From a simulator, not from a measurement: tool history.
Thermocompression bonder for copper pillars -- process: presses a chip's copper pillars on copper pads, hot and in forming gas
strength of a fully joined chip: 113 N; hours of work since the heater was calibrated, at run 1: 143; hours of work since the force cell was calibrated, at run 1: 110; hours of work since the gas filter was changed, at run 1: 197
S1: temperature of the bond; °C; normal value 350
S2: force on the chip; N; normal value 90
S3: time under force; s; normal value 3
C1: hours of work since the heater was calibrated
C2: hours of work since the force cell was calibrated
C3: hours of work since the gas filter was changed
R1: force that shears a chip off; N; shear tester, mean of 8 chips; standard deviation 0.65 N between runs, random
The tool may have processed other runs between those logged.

| run | day | S1 | S2 | S3 | C1 | C2 | C3 | R1 |
|---|---|---|---|---|---|---|---|---|
| 1 | 0.000 | 350 | 90 | 3 | 143 | 110 | 197 | 56.0 |
| 2 | 0.304 | 350 | 90 | 3 | 146 | 114 | 200 | 56.5 |
| 3 | 0.933 | 350 | 90 | 3 | 153 | 121 | 207 | 56.6 |
| 4 | 1.442 | 350 | 90 | 3 | 159 | 127 | 213 | 56.5 |
| 5 | 1.817 | 350 | 90 | 3 | 163 | 131 | 217 | 55.1 |
| 6 | 2.250 | 350 | 90 | 3 | 168 | 136 | 222 | 54.8 |
| 7 | 2.712 | 350 | 90 | 3 | 173 | 141 | 227 | 56.1 |
| 8 | 3.146 | 350 | 90 | 3 | 178 | 146 | 232 | 56.3 |
| 9 | 3.704 | 375 | 90 | 3 | 184 | 152 | 238 | 66.4 |
| 10 | 4.242 | 350 | 90 | 3 | 190 | 158 | 244 | 57.0 |
| 11 | 4.946 | 350 | 90 | 3 | 198 | 166 | 252 | 55.1 |
| 12 | 5.333 | 350 | 90 | 3 | 202 | 170 | 256 | 54.7 |
| 13 | 5.792 | 350 | 90 | 3 | 207 | 175 | 261 | 53.5 |
| 14 | 6.396 | 350 | 90 | 3 | 214 | 182 | 268 | 56.5 |
| 15 | 7.042 | 346 | 90 | 3 | 221 | 189 | 275 | 51.6 |
| 16 | 7.529 | 375 | 90 | 3 | 227 | 194 | 281 | 64.0 |
| 17 | 7.871 | 375 | 90 | 3 | 231 | 198 | 285 | 65.1 |
|  | 8.325 | forming gas filter changed |
| 18 | 8.538 | 350 | 90 | 2 | 238 | 205 | 2 | 53.1 |
| 19 | 8.875 | 361 | 90 | 6 | 242 | 209 | 6 | 80.9 |
| 20 | 9.192 | 361 | 90 | 6 | 245 | 213 | 10 | 81.3 |
| 21 | 9.525 | 350 | 90 | 7 | 249 | 216 | 13 | 77.7 |
| 22 | 9.929 | 350 | 55 | 2 | 253 | 221 | 18 | 40.2 |
| 23 | 10.442 | 350 | 55 | 2 | 259 | 226 | 24 | 41.1 |
| 24 | 11.133 | 336 | 132 | 2 | 267 | 234 | 31 | 56.9 |
| 25 | 11.612 | 375 | 60 | 3 | 272 | 240 | 37 | 60.2 |
| 26 | 12.338 | 375 | 91 | 3 | 280 | 248 | 45 | 73.8 |
| 27 | 13.033 | 338 | 91 | 2 | 288 | 255 | 52 | 48.0 |
| 28 | 13.600 | 338 | 91 | 2 | 294 | 262 | 59 | 46.3 |
| 29 | 14.112 | 350 | 105 | 3 | 300 | 267 | 64 | 64.7 |
| 30 | 14.750 | 325 | 119 | 4 | 307 | 274 | 72 | 60.2 |
| 31 | 15.129 | 325 | 69 | 4 | 311 | 279 | 76 | 45.9 |
| 32 | 15.508 | 325 | 69 | 4 | 315 | 283 | 80 | 46.0 |
| 33 | 16.121 | 367 | 90 | 4 | 322 | 290 | 87 | 74.1 |

Predict each of these 4 candidate next runs independently; none follows another, all start after run 33:
| A | 16.733 | 347 | 87 | 2 | 329 | 297 | 94 | ? |
| B | 16.733 | 332 | 115 | 7 | 329 | 297 | 94 | ? |
| C | 16.733 | 345 | 90 | 4 | 329 | 297 | 94 | ? |
| D | 16.733 | 327 | 83 | 4 | 329 | 297 | 94 | ? |

| run | R1 |
|---|---|
| A | 49.9 |
| B | 75.6 |
| C | 62.3 |
| D | 51.3 |
What these runs would have given with no unlogged condition in the tool:
| run | R1 |
|---|---|
| A | 51.3 |
| B | 77.7 |
| C | 64.1 |
| D | 52.6 |
